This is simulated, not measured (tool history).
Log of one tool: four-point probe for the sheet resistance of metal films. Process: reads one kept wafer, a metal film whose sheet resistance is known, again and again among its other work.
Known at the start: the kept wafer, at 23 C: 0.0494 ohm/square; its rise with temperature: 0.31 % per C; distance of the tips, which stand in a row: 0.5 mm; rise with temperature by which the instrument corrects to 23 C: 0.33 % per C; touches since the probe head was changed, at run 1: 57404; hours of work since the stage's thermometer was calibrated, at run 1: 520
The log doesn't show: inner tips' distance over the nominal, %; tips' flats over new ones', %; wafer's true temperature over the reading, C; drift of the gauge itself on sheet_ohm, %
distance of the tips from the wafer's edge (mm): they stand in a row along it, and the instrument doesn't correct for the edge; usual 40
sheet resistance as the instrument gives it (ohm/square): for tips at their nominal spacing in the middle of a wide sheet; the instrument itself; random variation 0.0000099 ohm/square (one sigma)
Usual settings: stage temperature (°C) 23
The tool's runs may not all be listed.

run   hour  stage temperature (°C)  distance of the tips from the wafer's edge (mm)  touches since the probe head was changed  hours of work since the stage's thermometer was calibrated  sheet resistance as the instrument gives it (ohm/square)
  1    0.0                      23                                               40                                     57404                                                         520                                                  0.049698
  2   10.8                      23                                               40                                     57921                                                         527                                                  0.049704
  3   23.5                      19                                               40                                     58525                                                         535                                                  0.049733
  4   36.2                      23                                               16                                     59133                                                         543                                                  0.049712
  5   48.6                      23                                               63                                     59725                                                         550                                                  0.049695
  6   61.3                      23                                               63                                     60331                                                         558                                                  0.049723
  7   78.5                      21                                               40                                     61149                                                         569                                                  0.049725
  8   88.9                      21                                               40                                     61649                                                         576                                                  0.049750
  9  107.3                      21                                               40                                     62528                                                         587                                                  0.049767
 10  120.4                      23                                               40                                     63150                                                         595                                                  0.049720
 11  141.3                      23                                               40                                     64150                                                         608                                                  0.049721
 12  157.2                      23                                               40                                     64909                                                         618                                                  0.049727
 13  169.4                      23                                               40                                     65492                                                         626                                                  0.049715
 14  178.6                      23                                               40                                     65930                                                         632                                                  0.049717
 15  188.9                      23                                               40                                     66423                                                         638                                                  0.049746
 16  209.5                      23                                               40                                     67407                                                         651                                                  0.049734
 17  226.3                      23                                               40                                     68209                                                         661                                                  0.049751
 18  237.9                      23                                               40                                     68762                                                         669                                                  0.049749
 19  248.2                      23                                               40                                     69255                                                         675                                                  0.049754
 20  262.8                      28                                               40                                     69952                                                         684                                                  0.049706
 21  272.1                      35                                               40                                     70394                                                         690                                                  0.049635
 22  293.5                      25                                               50                                     71415                                                         703                                                  0.049740
 23  313.3                      24                                               13                                     72360                                                         716                                                  0.049773
 24  324.6                      26                                               35                                     72900                                                         723                                                  0.049729
 25  339.3                      19                                               27                                     73601                                                         732                                                  0.049811
 26  349.3                      21                                               40                                     74082                                                         738                                                  0.049793
 27  368.7                      23                                                3                                     75006                                                         750                                                  0.050493
 28  384.7                      29                                               12                                     75769                                                         760                                                  0.049740
 29  394.6                      29                                               12                                     76241                                                         767                                                  0.049749
 30  415.3                      27                                                6                                     77230                                                         780                                                  0.049925
 31  434.8                      27                                                6                                     78164                                                         792                                                  0.049925
 32  445.3                      27                                                3                                     78663                                                         798                                                  0.050451
 33  454.7                      19                                               22                                     79110                                                         804                                                  0.049838
 34  466.2                      23                                               20                                     79659                                                         811                                                  0.049798
 35  485.0                      21                                                3                                     80560                                                         823                                                  0.050540
 36  496.8                      18                                               28                                     81121                                                         831                                                  0.049830

Forecast each of these 3 alternatives for the next run:
  A  506.8                      19                                               21                                     81600                                                         837                                                         ?
  B  506.8                      34                                               23                                     81600                                                         837                                                         ?
  C  506.8                      25                                               40                                     81600                                                         837                                                         ?

run  sheet resistance as the instrument gives it (ohm/square)
  A                                                  0.049846
  B                                                  0.049676
  C                                                  0.049765
Without the tool's hidden state the same runs would have given:
run  sheet resistance as the instrument gives it (ohm/square)
  A                                                  0.049457
  B                                                  0.049287
  C                                                  0.049377
